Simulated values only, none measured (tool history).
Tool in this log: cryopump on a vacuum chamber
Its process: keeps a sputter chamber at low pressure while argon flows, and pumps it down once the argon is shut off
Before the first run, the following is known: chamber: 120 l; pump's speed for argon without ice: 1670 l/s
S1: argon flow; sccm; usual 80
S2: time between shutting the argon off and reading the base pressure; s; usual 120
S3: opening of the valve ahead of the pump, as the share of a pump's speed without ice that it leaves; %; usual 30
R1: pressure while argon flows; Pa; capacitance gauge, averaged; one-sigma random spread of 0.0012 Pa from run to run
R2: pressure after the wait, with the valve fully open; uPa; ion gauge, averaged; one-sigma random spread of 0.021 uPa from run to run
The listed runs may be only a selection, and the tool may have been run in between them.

Run 1, day 0.000: usual settings. Result: R1 0.2737 Pa, R2 0.52 uPa.
Run 2, day 3.838: usual settings. Result: R1 0.2795 Pa, R2 0.74 uPa.
Run 3, day 5.742: usual settings but S1 53 sccm. Result: R1 0.1879 Pa, R2 0.83 uPa.
Run 4, day 9.175: usual settings but S1 53 sccm. Result: R1 0.1909 Pa, R2 0.97 uPa.
Run 5, day 12.850: usual settings but S3 18 %. Result: R1 0.4677 Pa, R2 1.21 uPa.
Run 6, day 15.604: usual settings but S3 42 %. Result: R1 0.2155 Pa, R2 1.35 uPa.
Run 7, day 19.208: usual settings but S3 23 %. Result: R1 0.3827 Pa, R2 1.57 uPa.
At day 21.512: pump warmed up, emptied and cooled again.
Run 8, day 22.171: usual settings but S3 23 %. Result: R1 0.3524 Pa, R2 1.39 uPa.
Run 9, day 25.379: usual settings but S3 23 %. Result: R1 0.3562 Pa, R2 1.55 uPa.
Run 10, day 28.150: usual settings but S1 52 sccm. Result: R1 0.1796 Pa, R2 1.69 uPa.

What does the tool deliver on the next run?
Run 11, day 32.075: usual settings but S1 114 sccm, S2 95 s, S3 21 %. Result: R1 ?, R2 ?.

Run 11 gave R1 0.5642 Pa, R2 1.95 uPa.
Take away the tool's hidden state, keep the run-to-run variation as it was, and the same run would have given R1 0.5476 Pa, R2 0.56 uPa.
